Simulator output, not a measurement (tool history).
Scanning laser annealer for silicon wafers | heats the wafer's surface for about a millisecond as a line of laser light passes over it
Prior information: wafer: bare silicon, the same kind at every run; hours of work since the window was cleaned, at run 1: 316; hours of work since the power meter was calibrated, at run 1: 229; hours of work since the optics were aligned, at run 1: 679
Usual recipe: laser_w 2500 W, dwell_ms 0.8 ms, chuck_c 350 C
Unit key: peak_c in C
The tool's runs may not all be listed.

run,day,laser_w,dwell_ms,chuck_c,hours of work since the window was cleaned,hours of work since the power meter was calibrated,hours of work since the optics were aligned,peak_c
1,0,2500,0.8,350,316,229,679,1079
2,0.433,2500,0.8,350,322,235,685,1075
3,0.742,2500,0.8,350,326,239,689,1078
4,1.192,2500,0.8,350,332,245,695,1077
5,1.438,2500,0.8,350,335,248,698,1076
6,1.917,2500,0.8,350,341,254,704,1075
7,2.188,2500,0.8,350,345,258,708,1075
8,2.412,2294,0.8,350,348,261,711,1017
9,2.858,2294,0.8,350,354,267,717,1016
10,3.346,2500,0.8,350,360,274,723,1074
11,3.838,2500,0.8,350,367,280,730,1079
12,4.083,2500,0.8,350,370,283,733,1077
13,4.608,2572,0.8,350,377,290,740,1098
14,4.875,2538,0.8,350,381,294,744,1089
15,5.338,2538,0.8,350,387,300,750,1088
16,5.558,2538,0.8,350,390,303,753,1087
17,6.025,2538,0.8,350,396,309,759,1086
18,6.488,2437,0.8,350,402,316,765,1059
19,7.017,2280,0.8,350,410,323,773,1013
20,7.379,2280,0.8,350,414,327,777,1011
21,7.708,2500,0.8,350,419,332,782,1080
22,7.975,2551,0.588,378,422,335,785,1027
23,8.258,2551,0.588,378,426,339,789,1023
24,8.571,2170,0.772,385,430,343,793,1002
25,9.046,2170,0.772,385,437,350,800,1002
26,9.362,2170,0.89,317,441,354,804,978
27,9.817,2726,0.989,317,447,360,810,1189
28,10.15,2726,0.859,311,451,364,814,1132
29,10.517,2500,0.566,378,456,369,819,1001
30,10.925,2714,0.566,363,462,375,825,1040
31,11.2,2714,0.566,363,465,378,828,1043
32,11.5,2714,0.566,363,469,383,832,1040
33,11.808,2714,0.566,363,474,387,837,1044
34,12.158,2502,0.8,350,478,391,841,1078
35,12.504,2502,0.8,350,483,396,846,1078
36,12.779,2502,0.8,350,487,400,850,1080
37,13.258,2453,0.8,381,493,406,856,1092
38,13.675,2665,0.622,311,499,412,862,1004
# day 14.125: optics aligned, line set to its width
# day 14.238: window over the wafer cleaned
39,14.267,2665,0.622,311,0,416,1,1008
40,14.671,2665,0.622,311,6,421,6,1006
41,14.938,2502,0.594,355,9,425,10,994
42,15.396,2502,0.594,355,15,431,16,996

Entry by entry between the runs, the difference in hidden state between the last listed run before and the first listed run after:
Between runs 38 and 39: optics aligned, line set to its width (day 14.125); window over the wafer cleaned (day 14.238)
  light that passes the window, % of a clean one's: 99.74 -> 100; width of the line over the set one, %: 0.25 -> 0
  difference, measured minus the result without the unlogged condition, peak_c: -3 -> -1 C
